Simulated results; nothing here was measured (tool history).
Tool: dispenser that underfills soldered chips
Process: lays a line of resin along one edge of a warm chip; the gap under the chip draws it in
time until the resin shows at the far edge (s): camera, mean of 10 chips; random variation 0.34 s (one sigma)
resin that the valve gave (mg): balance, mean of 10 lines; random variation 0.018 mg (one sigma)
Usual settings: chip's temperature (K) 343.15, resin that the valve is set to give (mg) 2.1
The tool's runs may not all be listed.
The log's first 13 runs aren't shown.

| run | hour | chip's temperature (K) | resin that the valve is set to give (mg) | hours of work since the syringe was changed | hours of work since the valve was cleaned | hours of work since the stage was calibrated | time until the resin shows at the far edge (s) | resin that the valve gave (mg) |
|---|---|---|---|---|---|---|---|---|
| 14 | 101.8 | 343.15 | 2.64 | 5 | 18 | 82 | 19.2 | 2.6 |
|  | 111.7 | new syringe of resin |
| 15 | 111.9 | 343.15 | 2.64 | 0 | 25 | 88 | 15.5 | 2.59 |
| 16 | 123.2 | 337.15 | 2.62 | 8 | 32 | 96 | 29.3 | 2.59 |
|  | 129.5 | new syringe of resin |
| 17 | 129.7 | 341.15 | 2.62 | 0 | 36 | 100 | 17.7 | 2.55 |
| 18 | 140.4 | 341.15 | 2.62 | 7 | 43 | 107 | 23.3 | 2.55 |
|  | 146.7 | new syringe of resin |
| 19 | 150.1 | 331.15 | 2.27 | 2 | 50 | 113 | 32 | 2.24 |
| 20 | 161.4 | 331.15 | 2.27 | 10 | 57 | 120 | 44.3 | 2.21 |
|  | 164.5 | new syringe of resin |
| 21 | 173.5 | 346.15 | 2.64 | 6 | 65 | 128 | 17.2 | 2.51 |
| 22 | 179.4 | 350.15 | 2.06 | 10 | 69 | 132 | 17.4 | 1.96 |
|  | 182.2 | new syringe of resin |
| 23 | 189.2 | 356.15 | 2.41 | 5 | 75 | 138 | 10.3 | 2.32 |
| 24 | 197.2 | 356.15 | 2.41 | 10 | 80 | 143 | 13 | 2.28 |
|  | 199.6 | new syringe of resin |
| 25 | 205.6 | 332.15 | 2.04 | 4 | 85 | 149 | 34.5 | 1.95 |
| 26 | 214 | 332.15 | 2.04 | 10 | 91 | 154 | 43.6 | 1.93 |
|  | 217.1 | new syringe of resin |
| 27 | 219.6 | 335.15 | 2.05 | 2 | 94 | 158 | 25.7 | 1.92 |
|  | 225.1 | dispensing valve cleaned and set on the balance |
| 28 | 229.3 | 335.15 | 2.05 | 7 | 3 | 164 | 33.4 | 2.06 |
|  | 235.3 | new syringe of resin |
| 29 | 235.3 | 330.15 | 2.26 | 0 | 7 | 167 | 28.8 | 2.27 |

Forecast run 30:
| 30 | 245.3 | 330.15 | 2.26 | 7 | 13 | 174 | ? | ? |

time until the resin shows at the far edge (s): 40.2
resin that the valve gave (mg): 2.24
Without the tool's hidden state the same run would have given time until the resin shows at the far edge (s) 31.1, resin that the valve gave (mg) 2.26.

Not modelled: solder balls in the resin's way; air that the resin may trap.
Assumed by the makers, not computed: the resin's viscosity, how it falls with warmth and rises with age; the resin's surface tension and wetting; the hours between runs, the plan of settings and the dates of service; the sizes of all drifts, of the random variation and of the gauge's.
